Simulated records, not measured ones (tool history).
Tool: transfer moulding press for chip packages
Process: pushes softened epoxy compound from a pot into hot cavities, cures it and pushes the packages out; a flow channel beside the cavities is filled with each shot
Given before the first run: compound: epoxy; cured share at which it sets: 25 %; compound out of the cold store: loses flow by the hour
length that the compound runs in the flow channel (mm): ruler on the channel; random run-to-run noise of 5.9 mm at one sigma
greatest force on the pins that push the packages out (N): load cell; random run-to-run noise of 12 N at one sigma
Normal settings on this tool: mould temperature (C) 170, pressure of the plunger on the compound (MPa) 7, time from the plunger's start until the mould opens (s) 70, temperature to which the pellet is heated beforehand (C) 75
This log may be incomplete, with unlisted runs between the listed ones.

run	hour	mould temperature (C)	pressure of the plunger on the compound (MPa)	time from the plunger's start until the mould opens (s)	temperature to which the pellet is heated beforehand (C)	incoming compound's hours out of the cold store	length that the compound runs in the flow channel (mm)	greatest force on the pins that push the packages out (N)
1	0	170	7	70	75	17.8	856	553
# hour 22.2: cavities cleaned with cleaning compound and waxed
2	31.4	170	7	70	75	11.8	870	568
3	50.5	170	7	70	75	19.4	849	546
4	79.9	170	7	70	75	33	811	558
# hour 108.5: cavities cleaned with cleaning compound and waxed
5	108.9	170	7	70	75	44.1	788	533
6	131.6	170	7	70	72	25.7	839	535
7	155.9	170	7	70	79	46.3	777	533
8	171.4	170	7	70	75	39.7	801	554
# hour 195.5: cavities cleaned with cleaning compound and waxed
9	198.4	170	7	70	75	30.5	821	536
# hour 224.5: plunger's sealing rings changed
10	224.5	170	5.56	70	75	11.2	785	554
11	246.7	170	5.56	70	75	38.4	711	534
12	275.7	170	5.56	70	75	11.2	787	562
# hour 285.7: cavities cleaned with cleaning compound and waxed
13	294.8	170	7	70	82	38.7	808	526
14	326.7	170	7	70	82	21.9	843	541
15	358.4	170	5.93	70	69	38.5	735	552
# hour 372: cavities cleaned with cleaning compound and waxed
16	390	170	5.93	70	69	39.1	738	541
17	407.8	170	5.93	70	69	44.4	720	544
18	432.8	170	7	70	80	34.1	824	545
19	447.1	170	6.64	108	75	15.1	848	436
# hour 458.7: cavities cleaned with cleaning compound and waxed
20	465.3	174	5.76	52	77	15.3	771	905
21	486.9	174	5.76	52	66	27.6	756	936
22	517.6	173	7.46	84	77	39.1	830	439
23	537.6	175	7.54	70	79	8.8	911	460
# hour 545.5: cavities cleaned with cleaning compound and waxed
24	561.5	175	8.28	57	79	38.7	868	612
25	582.2	175	8.28	57	79	16.7	935	630
26	597.1	175	7.88	57	76	28.3	866	655
27	624.7	165	7	69	75	33.2	812	736
# hour 631.5: cavities cleaned with cleaning compound and waxed
# hour 643.9: plunger's sealing rings changed
28	644.1	165	7	69	75	9	898	763

What if the next run were any one of these 3? Each begins from the tool's condition after run 28:
A	673.5	170	5.45	52	77	12.3	?	?
B	673.5	174	5.26	105	75	34.3	?	?
C	673.5	178	7	60	75	28.1	?	?

run	length that the compound runs in the flow channel (mm)	greatest force on the pins that push the packages out (N)
A	771	1148
B	706	433
C	821	509
Stripped of hidden state, with their random variation kept, the same runs would have yielded:
run	length that the compound runs in the flow channel (mm)	greatest force on the pins that push the packages out (N)
A	771	1138
B	707	429
C	821	504
